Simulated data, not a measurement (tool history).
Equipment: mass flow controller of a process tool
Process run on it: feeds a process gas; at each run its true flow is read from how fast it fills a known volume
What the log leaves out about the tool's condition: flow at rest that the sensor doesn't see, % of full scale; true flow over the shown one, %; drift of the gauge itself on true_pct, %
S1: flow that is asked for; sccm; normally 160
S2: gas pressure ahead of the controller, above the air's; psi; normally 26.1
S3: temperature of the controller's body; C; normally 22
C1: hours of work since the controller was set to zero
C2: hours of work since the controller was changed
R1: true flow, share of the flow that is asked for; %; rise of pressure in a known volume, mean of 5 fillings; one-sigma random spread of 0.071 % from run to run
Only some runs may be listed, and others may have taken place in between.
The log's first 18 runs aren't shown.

run 19 hour=4802.1 | S1=160 S2=26.1 S3=22 | C1=202 C2=7066 | R1=97.86
run 20 hour=5114.3 | S1=160 S2=27.3 S3=22 | C1=316 C2=7180 | R1=97.64
run 21 hour=5358.5 | S1=160 S2=26.1 S3=39 | C1=406 C2=7270 | R1=98.26
run 22 hour=5636.8 | S1=160 S2=26.1 S3=39 | C1=507 C2=7371 | R1=98.30
run 23 hour=6008.6 | S1=160 S2=26.1 S3=39 | C1=643 C2=7507 | R1=98.23
run 24 hour=6326.0 | S1=160 S2=26.1 S3=39 | C1=759 C2=7623 | R1=98.33
run 25 hour=6684.1 | S1=160 S2=26.1 S3=39 | C1=890 C2=7754 | R1=98.30
run 26 hour=6956.3 | S1=160 S2=26.1 S3=39 | C1=990 C2=7854 | R1=98.34
run 27 hour=7288.3 | S1=160 S2=26.1 S3=39 | C1=1111 C2=7975 | R1=98.21
run 28 hour=7590.2 | S1=160 S2=21.2 S3=21 | C1=1221 C2=8085 | R1=97.99
run 29 hour=7855.9 | S1=160 S2=21.2 S3=21 | C1=1318 C2=8182 | R1=97.86
run 30 hour=8198.6 | S1=160 S2=31.9 S3=24 | C1=1444 C2=8308 | R1=97.48
run 31 hour=8395.8 | S1=93 S2=26.1 S3=22 | C1=1516 C2=8380 | R1=97.94
run 32 hour=8779.0 | S1=93 S2=26.1 S3=22 | C1=1656 C2=8520 | R1=97.77
run 33 hour=9119.0 | S1=93 S2=30.3 S3=22 | C1=1780 C2=8644 | R1=97.78
run 34 hour=9500.5 | S1=93 S2=30.3 S3=22 | C1=1919 C2=8783 | R1=97.67
run 35 hour=9852.7 | S1=85 S2=33.4 S3=21 | C1=2048 C2=8912 | R1=97.58
run 36 hour=10215.0 | S1=85 S2=33.4 S3=21 | C1=2180 C2=9044 | R1=97.64
run 37 hour=10417.5 | S1=85 S2=33.4 S3=21 | C1=2254 C2=9118 | R1=97.73
run 38 hour=10715.9 | S1=85 S2=33.4 S3=21 | C1=2364 C2=9227 | R1=97.61
run 39 hour=10904.2 | S1=108 S2=37.3 S3=34 | C1=2432 C2=9296 | R1=97.61
run 40 hour=11165.1 | S1=28 S2=40.5 S3=22 | C1=2528 C2=9392 | R1=99.48
run 41 hour=11345.8 | S1=51 S2=40.5 S3=22 | C1=2594 C2=9458 | R1=98.02
run 42 hour=11616.0 | S1=70 S2=40.2 S3=39 | C1=2692 C2=9556 | R1=98.20

Run 43 comes next. What will it give?
run 43 hour=11991.8 | S1=100 S2=36.5 S3=39 | C1=2830 C2=9694 | R1=?

R1: 98.09 %
If the tool had no hidden condition, the same run with the same run-to-run variation would have returned R1 99.98 %.
